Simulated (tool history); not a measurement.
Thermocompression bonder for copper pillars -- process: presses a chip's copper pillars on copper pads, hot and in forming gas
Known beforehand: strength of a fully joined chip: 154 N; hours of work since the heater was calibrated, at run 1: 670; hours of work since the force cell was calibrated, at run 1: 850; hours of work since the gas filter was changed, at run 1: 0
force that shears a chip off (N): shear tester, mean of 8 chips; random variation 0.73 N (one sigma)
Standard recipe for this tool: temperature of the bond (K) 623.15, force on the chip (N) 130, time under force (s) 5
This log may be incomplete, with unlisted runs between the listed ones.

| run | hour | temperature of the bond (K) | force on the chip (N) | time under force (s) | hours of work since the heater was calibrated | hours of work since the force cell was calibrated | hours of work since the gas filter was changed | force that shears a chip off (N) |
|---|---|---|---|---|---|---|---|---|
| 1 | 0 | 623.15 | 130 | 5 | 670 | 850 | 0 | 66.1 |
| 2 | 38 | 623.15 | 130 | 5 | 687 | 867 | 17 | 65 |
| 3 | 77.9 | 623.15 | 130 | 5 | 705 | 885 | 35 | 64.4 |
|  | 168.8 | force cell calibrated |
| 4 | 171.6 | 623.15 | 130 | 5 | 746 | 1 | 77 | 60.3 |
| 5 | 240.3 | 608.15 | 130 | 5 | 778 | 32 | 108 | 47.8 |
| 6 | 318.8 | 608.15 | 100 | 5 | 813 | 68 | 143 | 38.3 |
| 7 | 385.3 | 608.15 | 100 | 5 | 843 | 98 | 173 | 37.1 |
|  | 447.9 | forming gas filter changed |
| 8 | 455.7 | 608.15 | 100 | 5 | 875 | 129 | 4 | 40.6 |
| 9 | 546.7 | 608.15 | 100 | 5 | 916 | 171 | 45 | 40.6 |
| 10 | 612.6 | 608.15 | 100 | 5 | 946 | 200 | 74 | 39.8 |
| 11 | 674.4 | 608.15 | 100 | 5 | 974 | 228 | 102 | 38.9 |
| 12 | 756.8 | 608.15 | 100 | 5 | 1011 | 266 | 140 | 38.5 |
| 13 | 828.3 | 602.15 | 90 | 3 | 1043 | 298 | 172 | 25.5 |
|  | 893.1 | forming gas filter changed |
| 14 | 909.5 | 602.15 | 90 | 11 | 1080 | 334 | 7 | 47.4 |
| 15 | 991.5 | 602.15 | 90 | 11 | 1117 | 371 | 44 | 47.5 |
|  | 1008.2 | heater calibrated with a thermocouple chip |
| 16 | 1084.5 | 602.15 | 90 | 11 | 34 | 413 | 86 | 53.2 |
| 17 | 1166.3 | 602.15 | 90 | 11 | 71 | 449 | 123 | 51.4 |
| 18 | 1212.5 | 602.15 | 90 | 11 | 92 | 470 | 143 | 51.2 |
| 19 | 1252.8 | 617.15 | 90 | 11 | 111 | 489 | 162 | 61.2 |
| 20 | 1332.9 | 647.15 | 130 | 3 | 147 | 525 | 198 | 66.4 |
|  | 1341.7 | forming gas filter changed |
| 21 | 1389.9 | 647.15 | 130 | 4 | 172 | 550 | 22 | 81.4 |
| 22 | 1469.6 | 647.15 | 130 | 4 | 208 | 586 | 58 | 80.2 |
| 23 | 1554.8 | 651.15 | 145 | 8 | 247 | 625 | 96 | 103.9 |

Across each entry between runs, compare the hidden state at the last listed run before it with the hidden state at the first listed run after it:
Logged between run 3 and run 4: force cell calibrated (hour 168.8)
  true temperature of the bond over the reading, C: -7.1 -> -7.5; force that reaches the chip, % of what is set: 107.3 -> 100.1; oxide that the forming gas leaves, % of the face: 2.84 -> 5.36
  difference, measured minus the result without the unlogged condition, force that shears a chip off (N): -4.5 -> -9.2
Logged between run 7 and run 8: forming gas filter changed (hour 447.9)
  true temperature of the bond over the reading, C: -8.5 -> -8.8; force that reaches the chip, % of what is set: 100.9 -> 101.1; oxide that the forming gas leaves, % of the face: 11.06 -> 0.75
  difference, measured minus the result without the unlogged condition, force that shears a chip off (N): -9.6 -> -5.4
Logged between run 13 and run 14: forming gas filter changed (hour 893.1)
  true temperature of the bond over the reading, C: -10.5 -> -10.8; force that reaches the chip, % of what is set: 102.5 -> 102.7; oxide that the forming gas leaves, % of the face: 11.14 -> 1.02
  difference, measured minus the result without the unlogged condition, force that shears a chip off (N): -7.5 -> -7.4
Logged between run 15 and run 16: heater calibrated with a thermocouple chip (hour 1008.2)
  true temperature of the bond over the reading, C: -11.2 -> -0.3; force that reaches the chip, % of what is set: 103.1 -> 103.4; oxide that the forming gas leaves, % of the face: 3.42 -> 5.91
  difference, measured minus the result without the unlogged condition, force that shears a chip off (N): -9 -> -2.1
Logged between run 20 and run 21: forming gas filter changed (hour 1341.7)
  true temperature of the bond over the reading, C: -1.4 -> -1.6; force that reaches the chip, % of what is set: 104.3 -> 104.5; oxide that the forming gas leaves, % of the face: 12.54 -> 1.76
  difference, measured minus the result without the unlogged condition, force that shears a chip off (N): -8.4 -> -0.4
